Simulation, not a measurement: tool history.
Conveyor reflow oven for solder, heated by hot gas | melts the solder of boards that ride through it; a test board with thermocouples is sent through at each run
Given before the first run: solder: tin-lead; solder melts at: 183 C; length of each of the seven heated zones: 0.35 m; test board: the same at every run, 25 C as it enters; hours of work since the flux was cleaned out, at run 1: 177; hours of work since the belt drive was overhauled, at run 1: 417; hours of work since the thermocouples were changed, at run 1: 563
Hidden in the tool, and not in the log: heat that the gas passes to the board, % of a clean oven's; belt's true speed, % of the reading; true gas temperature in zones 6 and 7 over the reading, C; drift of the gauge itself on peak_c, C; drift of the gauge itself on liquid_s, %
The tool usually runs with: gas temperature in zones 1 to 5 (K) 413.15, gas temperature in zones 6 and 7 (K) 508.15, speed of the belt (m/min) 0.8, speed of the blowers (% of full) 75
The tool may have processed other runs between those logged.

run,hour,gas temperature in zones 1 to 5 (K),gas temperature in zones 6 and 7 (K),speed of the belt (m/min),speed of the blowers (% of full),hours of work since the flux was cleaned out,hours of work since the belt drive was overhauled,hours of work since the thermocouples were changed,highest temperature of the board (K),time above the solder's melting point (s)
1,0,413.15,508.15,0.8,75,177,417,563,495.55,43.5
2,56.4,413.15,508.15,0.95,75,202,443,589,491.45,34.3
3,101.5,413.15,508.15,0.677,75,223,464,610,500.35,53.8
4,136.9,413.15,518.15,0.8,75,239,480,626,505.45,46.5
5,180.2,413.15,518.15,0.8,75,259,499,646,505.45,46.9
6,211.2,413.15,518.15,0.8,75,273,514,660,506.05,46.8
7,239.9,413.15,521.15,0.8,75,286,527,673,507.75,48.1
# hour 257.9: flux residue cleaned out of gas plates and filters
8,271.5,413.15,521.15,0.8,75,6,539,685,508.45,47.8
9,305.9,413.15,508.15,0.8,75,22,555,701,497.05,43.6
10,357.7,413.15,507.15,0.8,75,46,578,725,495.25,43
11,412.1,413.15,508.15,0.8,75,70,603,749,496.35,43
12,468.2,413.15,508.15,0.8,75,96,629,775,496.15,43.6
13,515,413.15,508.15,0.8,75,117,650,796,496.05,42.9
14,563.1,413.15,508.15,0.8,70,139,672,818,495.35,42.8
15,587.9,413.15,508.15,0.8,70,151,683,830,494.75,42.4
16,645.1,413.15,508.15,0.895,80,177,709,856,494.25,38
17,691.6,419.15,508.15,0.8,82,198,731,877,498.85,45.4
18,746.8,413.15,498.15,0.858,75,223,756,902,484.75,35.1
19,796.1,413.15,511.15,0.844,62,246,778,925,494.45,39.8
20,850.5,425.15,511.15,0.844,62,271,803,950,496.75,43.3
21,894.1,426.15,508.15,0.8,75,290,823,969,498.45,47.4
# hour 903.1: flux residue cleaned out of gas plates and filters
22,949.4,404.15,508.15,0.8,82,21,846,992,496.95,41.7
23,984.6,403.15,513.15,0.8,75,37,862,1008,499.65,42.4
24,1011.4,403.15,513.15,0.8,75,49,874,1021,499.35,42.5
25,1036.6,403.15,513.15,0.8,75,61,886,1032,499.75,42.7
26,1092.7,403.15,501.15,0.696,66,87,912,1058,490.75,44.7
27,1137.7,403.15,517.15,0.678,66,107,932,1078,505.45,53.4
28,1165.2,409.15,517.15,0.813,57,120,945,1091,498.05,42
29,1213.9,409.15,517.15,0.813,57,142,967,1113,497.85,41.6
30,1250.4,400.15,517.15,0.721,70,159,984,1130,505.05,48.8

Below are 5 alternative next runs, each starting from the tool's condition after run 30. Predict each:
A,1281.9,400.15,502.15,0.721,70,173,998,1144,?,?
B,1281.9,402.15,504.15,0.721,66,173,998,1144,?,?
C,1281.9,400.15,508.15,0.697,57,173,998,1144,?,?
D,1281.9,400.15,510.15,0.721,60,173,998,1144,?,?
E,1281.9,404.15,517.15,0.721,70,173,998,1144,?,?

run,highest temperature of the board (K),time above the solder's melting point (s)
A,490.85,42.7
B,491.95,43.7
C,493.95,45.3
D,494.95,44.3
E,505.85,50
Had the tool no hidden state, the same runs would have come out as:
run,highest temperature of the board (K),time above the solder's melting point (s)
A,490.65,42.6
B,491.75,43.6
C,493.75,45.1
D,494.75,44.1
E,505.55,49.8
